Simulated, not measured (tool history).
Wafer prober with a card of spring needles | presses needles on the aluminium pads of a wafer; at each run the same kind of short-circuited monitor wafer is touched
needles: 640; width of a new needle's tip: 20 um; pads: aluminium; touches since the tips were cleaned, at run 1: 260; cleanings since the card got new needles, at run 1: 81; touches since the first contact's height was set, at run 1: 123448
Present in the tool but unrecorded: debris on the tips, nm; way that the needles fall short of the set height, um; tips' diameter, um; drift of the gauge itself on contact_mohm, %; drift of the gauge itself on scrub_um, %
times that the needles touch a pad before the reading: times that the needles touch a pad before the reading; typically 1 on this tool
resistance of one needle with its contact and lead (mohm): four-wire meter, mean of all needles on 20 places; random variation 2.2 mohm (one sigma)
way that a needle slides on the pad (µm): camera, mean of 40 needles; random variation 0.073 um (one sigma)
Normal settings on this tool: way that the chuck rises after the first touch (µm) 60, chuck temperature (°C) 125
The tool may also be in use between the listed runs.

run,hour,way that the chuck rises after the first touch (µm),chuck temperature (°C),times that the needles touch a pad before the reading,touches since the tips were cleaned,cleanings since the card got new needles,touches since the first contact's height was set,resistance of one needle with its contact and lead (mohm),way that a needle slides on the pad (µm)
1,0,60,125,1,260,81,123448,255,8.22
# hour 5.6: tips cleaned on abrasive film
# hour 12.3: tips cleaned on abrasive film
2,15.7,43,125,1,1834,83,131893,321,5.56
# hour 18.5: tips cleaned on abrasive film
# hour 25.3: tips cleaned on abrasive film
3,29.3,59,125,1,2149,85,139211,293,7.98
# hour 32.1: tips cleaned on abrasive film
# hour 39: tips cleaned on abrasive film
# hour 44.5: tips cleaned on abrasive film
4,47.4,72,125,1,1584,88,148976,270,9.77
# hour 50.3: tips cleaned on abrasive film
# hour 57: tips cleaned on abrasive film
# hour 63.7: tips cleaned on abrasive film
# hour 64: height of the first contact set anew
# hour 71: tips cleaned on abrasive film
5,72.4,72,125,1,756,92,4489,254,10.51
# hour 76.6: tips cleaned on abrasive film
# hour 83.3: tips cleaned on abrasive film
6,87.4,72,125,1,2224,94,12576,271,10.59
# hour 90.2: tips cleaned on abrasive film
# hour 96.7: tips cleaned on abrasive film
# hour 103.2: tips cleaned on abrasive film
# hour 108.7: tips cleaned on abrasive film
7,111.7,72,125,1,1628,98,25662,265,10.54
# hour 114.5: tips cleaned on abrasive film
# hour 121.4: tips cleaned on abrasive film
# hour 128.2: tips cleaned on abrasive film
# hour 134.9: tips cleaned on abrasive film
8,138.4,60,125,1,1906,102,40011,283,8.72
# hour 141.2: tips cleaned on abrasive film
# hour 148.1: tips cleaned on abrasive film, once more
9,153.5,60,125,1,2947,104,48185,299,8.71
# hour 155: tips cleaned on abrasive film
# hour 161.9: tips cleaned on abrasive film
10,165.6,60,125,1,1998,106,54661,279,8.51
# hour 168.2: tips cleaned on abrasive film
# hour 174.7: tips cleaned on abrasive film
11,176.9,60,125,1,1208,108,60736,273,8.52
# hour 181.1: tips cleaned on abrasive film
# hour 187.9: tips cleaned on abrasive film
# hour 194.2: tips cleaned on abrasive film
12,194.2,60,125,1,0,111,70033,251,8.54
# hour 201.1: tips cleaned on abrasive film
# hour 206.6: tips cleaned on abrasive film
# hour 213.6: tips cleaned on abrasive film
13,215.1,60,125,1,837,114,81263,269,8.53
# hour 220.4: tips cleaned on abrasive film
# hour 227.1: tips cleaned on abrasive film
# hour 232.8: tips cleaned on abrasive film
14,232.8,44,125,1,0,117,90793,264,6.04
# hour 239.5: tips cleaned on abrasive film
# hour 246.4: tips cleaned on abrasive film
15,249.1,60,32,1,1477,119,99591,265,8.6
# hour 252.8: tips cleaned on abrasive film
# hour 259.7: tips cleaned on abrasive film
# hour 266.4: tips cleaned on abrasive film
16,270.9,60,47,1,2475,122,111327,277,8.38
# hour 272.4: tips cleaned on abrasive film
# hour 279.3: tips cleaned on abrasive film
# hour 285.8: tips cleaned on abrasive film
17,285.8,44,100,1,0,125,119270,253,5.96
# hour 292.7: tips cleaned on abrasive film
# hour 299.3: tips cleaned on abrasive film
# hour 306.2: tips cleaned on abrasive film
18,310.4,60,50,2,2274,128,132576,261,8.32
# hour 311.9: tips cleaned on abrasive film
# hour 318.6: tips cleaned on abrasive film
# hour 325.5: tips cleaned on abrasive film
19,328.4,60,26,1,1570,131,142223,265,8.24
# hour 331.2: tips cleaned on abrasive film
# hour 337.9: tips cleaned on abrasive film
# hour 344.5: tips cleaned on abrasive film
# hour 351.4: tips cleaned on abrasive film
20,355.6,60,26,1,2294,135,156859,285,8.14
# hour 357: tips cleaned on abrasive film
# hour 357.3: height of the first contact set anew
# hour 364.1: tips cleaned on abrasive film
# hour 371.1: tips cleaned on abrasive film
21,376.5,70,125,2,2984,138,10375,264,10.22
# hour 378: tips cleaned on abrasive film
# hour 384.9: tips cleaned on abrasive film
# hour 391.4: tips cleaned on abrasive film
# hour 398.1: tips cleaned on abrasive film
22,398.9,60,48,1,414,142,22378,241,8.64
# hour 404.4: tips cleaned on abrasive film
# hour 411.1: tips cleaned on abrasive film
23,412.9,61,100,1,963,144,29898,264,8.96
# hour 416.8: tips cleaned on abrasive film
# hour 423.5: tips cleaned on abrasive film
24,428.9,61,100,1,2963,146,38549,297,8.78
# hour 430.3: tips cleaned on abrasive film
# hour 437: tips cleaned on abrasive film
# hour 442.5: tips cleaned on abrasive film
25,447.2,61,100,1,2576,149,48410,290,8.59
# hour 448.5: tips cleaned on abrasive film
# hour 454: tips cleaned on abrasive film
26,458.8,61,100,2,2632,151,54638,275,8.68
# hour 460.3: tips cleaned on abrasive film
# hour 467: tips cleaned on abrasive film
# hour 474: tips cleaned on abrasive film
# hour 480.6: tips cleaned on abrasive film
27,480.6,42,125,1,0,155,66294,266,5.86

Alternative continuations, all from the tool just after run 27; predict every row:
# hour 487.5: tips cleaned on abrasive film
# hour 494.3: tips cleaned on abrasive film
A,499.1,49,27,2,2661,157,76329,?,?
# hour 487.5: tips cleaned on abrasive film
# hour 494.3: tips cleaned on abrasive film
B,499.1,76,31,2,2661,157,76329,?,?
# hour 487.5: tips cleaned on abrasive film
# hour 494.3: tips cleaned on abrasive film
C,499.1,51,27,1,2661,157,76329,?,?

run,resistance of one needle with its contact and lead (mohm),way that a needle slides on the pad (µm)
A,283,6.82
B,245,10.76
C,309,7.1
What these runs would have given with no unlogged condition in the tool:
run,resistance of one needle with its contact and lead (mohm),way that a needle slides on the pad (µm)
A,223,7.16
B,219,11.1
C,220,7.44
